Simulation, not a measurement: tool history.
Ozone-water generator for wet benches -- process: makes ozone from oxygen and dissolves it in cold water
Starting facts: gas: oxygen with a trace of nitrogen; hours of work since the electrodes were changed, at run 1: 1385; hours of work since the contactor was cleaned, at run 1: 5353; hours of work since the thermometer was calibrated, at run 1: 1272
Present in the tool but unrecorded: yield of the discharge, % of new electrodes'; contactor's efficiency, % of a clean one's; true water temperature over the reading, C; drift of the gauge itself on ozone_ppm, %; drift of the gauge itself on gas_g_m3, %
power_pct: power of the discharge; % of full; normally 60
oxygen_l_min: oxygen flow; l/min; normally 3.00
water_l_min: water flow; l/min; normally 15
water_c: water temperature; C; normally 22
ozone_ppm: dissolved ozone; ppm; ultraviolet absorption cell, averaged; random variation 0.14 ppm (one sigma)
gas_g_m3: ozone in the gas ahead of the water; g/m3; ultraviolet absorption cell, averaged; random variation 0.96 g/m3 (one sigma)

run,hour,power_pct,oxygen_l_min,water_l_min,water_c,hours of work since the electrodes were changed,hours of work since the contactor was cleaned,hours of work since the thermometer was calibrated,ozone_ppm,gas_g_m3
1,0.0,60,3.00,15,22,1385,5353,1272,15.9,167.3
2,42.9,60,3.00,15,20,1424,5392,1311,16.2,164.9
3,62.6,74,3.00,15,20,1442,5410,1328,18.3,182.9
4,85.9,74,3.00,15,20,1463,5430,1349,18.5,183.7
5,116.1,74,3.00,15,20,1490,5458,1377,18.3,184.3
6,134.6,60,3.00,18,22,1506,5474,1393,13.7,165.3
7,177.1,60,3.00,18,22,1545,5512,1431,13.6,165.7
8,196.9,60,3.00,15,23,1562,5530,1449,15.8,166.1
9,217.7,60,3.00,15,23,1581,5549,1468,15.6,165.7
10,239.1,68,3.00,15,22,1600,5568,1487,17.2,177.3
11,259.6,60,3.00,15,27,1619,5587,1506,14.9,166.0
12,292.1,60,3.00,15,22,1648,5616,1535,16.1,165.3
13,314.7,60,3.00,15,22,1668,5636,1555,16.0,166.5
14,349.3,60,2.32,15,22,1700,5667,1586,15.3,186.8
15,369.9,60,2.32,15,22,1718,5686,1605,15.4,186.9
16,399.0,60,3.00,13,22,1744,5712,1631,17.7,166.4
17,438.8,60,2.07,13,22,1780,5748,1667,16.8,197.6
18,477.8,60,2.07,13,22,1815,5783,1702,16.8,196.9
19,501.5,60,4.26,15,19,1836,5804,1723,17.3,142.2
20,523.9,42,3.00,14,17,1857,5824,1743,15.2,139.3
21,564.3,46,2.29,12,23,1893,5861,1780,15.8,162.7
22,586.6,78,2.19,13,28,1913,5881,1800,18.2,220.4
23,614.1,78,2.19,13,28,1938,5906,1824,18.2,219.4
24,634.2,60,3.00,16,20,1956,5924,1843,15.5,166.4
25,659.1,60,3.00,15,29,1978,5946,1865,14.2,167.5
26,688.6,60,3.00,15,29,2005,5973,1891,14.5,167.9
27,728.7,43,2.39,15,29,2041,6009,1928,11.8,157.0
28,758.9,43,2.39,15,29,2068,6036,1955,11.8,156.4
29,776.8,57,2.15,11,15,2084,6052,1971,20.5,189.7
30,809.2,52,1.59,15,22,2113,6081,2000,12.9,209.1
31,841.8,52,1.59,15,22,2143,6110,2029,13.0,205.8
32,871.9,83,1.86,15,22,2170,6137,2056,17.1,243.6

Predict each of these 4 candidate next runs independently; none follows another, all start after run 32:
A,912.6,60,3.61,15,22,2206,6174,2093,?,?
B,912.6,42,3.33,15,30,2206,6174,2093,?,?
C,912.6,60,4.07,14,16,2206,6174,2093,?,?
D,912.6,83,1.86,15,18,2206,6174,2093,?,?

run,ozone_ppm,gas_g_m3
A,16.5,155.8
B,12.0,133.3
C,19.0,148.1
D,17.8,246.7
Without the tool's hidden state the same runs would have given:
run,ozone_ppm,gas_g_m3
A,16.6,152.4
B,12.0,130.4
C,19.0,144.9
D,17.8,241.3

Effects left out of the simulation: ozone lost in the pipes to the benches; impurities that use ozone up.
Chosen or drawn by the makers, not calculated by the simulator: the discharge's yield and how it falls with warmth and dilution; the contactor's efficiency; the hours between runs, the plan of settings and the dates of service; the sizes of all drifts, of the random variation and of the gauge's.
